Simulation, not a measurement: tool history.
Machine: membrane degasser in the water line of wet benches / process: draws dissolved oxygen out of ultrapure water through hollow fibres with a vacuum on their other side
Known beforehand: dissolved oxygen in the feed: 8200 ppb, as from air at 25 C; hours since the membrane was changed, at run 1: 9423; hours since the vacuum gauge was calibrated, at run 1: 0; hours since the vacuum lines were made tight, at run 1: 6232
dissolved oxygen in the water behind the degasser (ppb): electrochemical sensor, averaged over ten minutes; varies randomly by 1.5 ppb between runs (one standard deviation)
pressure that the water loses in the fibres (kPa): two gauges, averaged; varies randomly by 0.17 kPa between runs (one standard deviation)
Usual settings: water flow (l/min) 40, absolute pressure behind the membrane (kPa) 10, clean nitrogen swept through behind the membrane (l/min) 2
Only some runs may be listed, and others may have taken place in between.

run    hour  water flow (l/min)  absolute pressure behind the membrane (kPa)  clean nitrogen swept through behind the membrane (l/min)  hours since the membrane was changed  hours since the vacuum gauge was calibrated  hours since the vacuum lines were made tight  dissolved oxygen in the water behind the degasser (ppb)  pressure that the water loses in the fibres (kPa)
  1       0                  40                                           10                                                         2                                  9423                                            0                                          6232                                                    299.7                                              28.23
  2   234.8                  40                                           13                                                         2                                  9658                                          235                                          6467                                                    425.5                                              28.26
  3   450.5                  40                                           13                                                         2                                  9874                                          451                                          6683                                                    424.3                                              28.24
  4   634.5                  40                                           13                                                         2                                 10058                                          635                                          6867                                                    424.4                                               28.4
  5   799.4                  40                                           10                                                      0.86                                 10222                                          799                                          7032                                                    584.4                                              28.33
  6   909.3                  40                                           10                                                         2                                 10332                                          909                                          7142                                                    300.4                                              28.12
  7  1012.4                  40                                           10                                                         2                                 10435                                         1012                                          7245                                                    301.6                                              28.31
  8  1154.7                  40                                           10                                                         2                                 10578                                         1155                                          7387                                                      301                                              27.98
  9  1379.3                  40                                           10                                                         2                                 10802                                         1379                                          7612                                                    301.4                                              28.37
 10  1561.5                  40                                           10                                                      2.31                                 10985                                         1561                                          7794                                                    265.6                                              28.19
 11  1752.3                  40                                           10                                                      2.31                                 11175                                         1752                                          7985                                                    266.7                                              28.56
 12  1986.3                  40                                           10                                                      2.31                                 11409                                         1986                                          8219                                                    265.2                                              28.35
 13    2172                  40                                           10                                                      2.31                                 11595                                         2172                                          8404                                                      266                                              28.05
 14  2331.1                  40                                           10                                                      2.31                                 11754                                         2331                                          8563                                                    264.8                                              27.92
 15  2533.2                  40                                           10                                                      2.31                                 11956                                         2533                                          8766                                                    265.6                                              27.92
 16    2699                  40                                           10                                                         2                                 12122                                         2699                                          8931                                                    302.2                                              28.21
 17  2926.2                  40                                           10                                                         2                                 12349                                         2926                                          9159                                                      300                                              28.23
 18  3027.6                  46                                          6.9                                                      2.94                                 12451                                         3028                                          9260                                                    142.8                                              32.43
 19  3238.5                  45                                         12.7                                                      0.85                                 12662                                         3238                                          9471                                                    884.2                                              31.63
 20  3441.1                  45                                         12.7                                                      0.85                                 12864                                         3441                                          9673                                                    873.6                                              31.71
 21  3562.4                  45                                         12.7                                                      0.85                                 12985                                         3562                                          9795                                                    887.4                                               31.7
 22  3729.3                  41                                         11.6                                                      2.81                                 13152                                         3729                                          9962                                                    278.8                                                 29

For run 23, what comes out?
 23  3857.8                  41                                         11.6                                                      2.81                                 13281                                         3858                                         10090                                                        ?                                                  ?

dissolved oxygen in the water behind the degasser (ppb): 280.5
pressure that the water loses in the fibres (kPa): 28.98
Take away the tool's hidden state, keep the run-to-run variation as it was, and the same run would have given dissolved oxygen in the water behind the degasser (ppb) 280.3, pressure that the water loses in the fibres (kPa) 28.93.

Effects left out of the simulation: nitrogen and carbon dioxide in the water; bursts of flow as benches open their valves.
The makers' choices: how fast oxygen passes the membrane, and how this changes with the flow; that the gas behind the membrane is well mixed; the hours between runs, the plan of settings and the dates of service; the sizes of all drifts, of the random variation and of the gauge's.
